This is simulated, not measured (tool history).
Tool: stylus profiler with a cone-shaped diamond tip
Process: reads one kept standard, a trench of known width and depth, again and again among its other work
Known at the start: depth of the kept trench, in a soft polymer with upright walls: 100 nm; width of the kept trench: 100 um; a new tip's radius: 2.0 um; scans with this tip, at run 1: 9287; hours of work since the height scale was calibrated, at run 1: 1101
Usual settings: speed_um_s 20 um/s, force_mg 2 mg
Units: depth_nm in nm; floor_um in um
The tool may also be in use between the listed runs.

run	hour	speed_um_s	force_mg	scans with this tip	hours of work since the height scale was calibrated	depth_nm	floor_um
1	0	20	2	9287	1101	100.59	98.66
2	93.9	20	3.98	9624	1141	100.98	98.66
3	206.9	20	3.98	10030	1189	100.92	98.71
4	274.4	20	3.98	10272	1218	100.77	98.67
5	385.6	20	3.98	10672	1265	100.95	98.64
6	495	20	2	11064	1311	100.51	98.63
7	557.1	20	2	11287	1338	100.58	98.62
8	650.2	20	2	11622	1377	100.75	98.64
9	753	20	2	11991	1421	100.53	98.6
10	862.1	6	2	12382	1468	100.66	98.72
11	963.4	6	2	12746	1511	100.6	98.71
12	1040	6	2	13021	1543	100.53	98.72
13	1142.1	6	2	13387	1587	100.61	98.71
14	1204.1	20	2	13610	1613	100.52	98.57
15	1273.9	20	2	13861	1643	100.71	98.57
16	1349.8	20	4.77	14133	1675	100.94	98.7
17	1429.5	20	4.43	14419	1709	101.01	98.66
18	1484.4	20	4.43	14616	1732	101.12	98.59
19	1543.5	20	4.43	14828	1758	101.02	98.63
20	1602.5	9	2	15040	1783	100.56	98.68
21	1695	20	2	15372	1822	100.62	98.63
22	1791.2	20	2	15718	1863	100.55	98.55
23	1889.3	20	2	16070	1905	100.76	98.6
24	1941	23	3.3	16256	1927	100.91	98.58
25	1987.5	23	3.3	16422	1946	100.98	98.65
26	2061.5	60	0.71	16688	1978	100.21	98.02
27	2163.7	59	1.93	17055	2021	100.45	98.33
28	2220.2	59	1.93	17258	2045	100.36	98.35
29	2281.6	59	1.93	17478	2072	100.56	98.34
# hour 2291.3: height scale calibrated on a step standard
30	2329	15	1.81	17647	16	100.49	98.61
31	2435.7	6	1.12	18030	61	100.49	98.72
32	2505.1	6	1.12	18279	91	100.36	98.68
33	2559	6	4.56	18472	114	101.01	98.65
34	2670.4	6	4.56	18872	161	101.21	98.74
35	2754.1	37	2.34	19173	197	100.55	98.52
36	2822.2	21	0.93	19417	226	100.35	98.58
37	2885.8	25	0.89	19645	253	100.48	98.53
38	2964.5	6	2.75	19928	286	100.74	98.65
39	3011.3	6	1.28	20096	306	100.34	98.68
40	3106.2	6	1.28	20437	347	100.34	98.65
41	3171.8	6	1.28	20672	375	100.6	98.7
42	3250.1	16	1.43	20953	408	100.34	98.65
43	3341.8	6	1.43	21282	447	100.42	98.66
44	3401.4	6	1.43	21496	472	100.43	98.67
45	3452	6	1.43	21678	494	100.55	98.66

Hidden state at the last listed run before each entry between runs and at the first one after, where it differs:
Between runs 29 and 30: height scale calibrated on a step standard (hour 2291.3)
  height scale over the true one, %: -0.029 -> 0
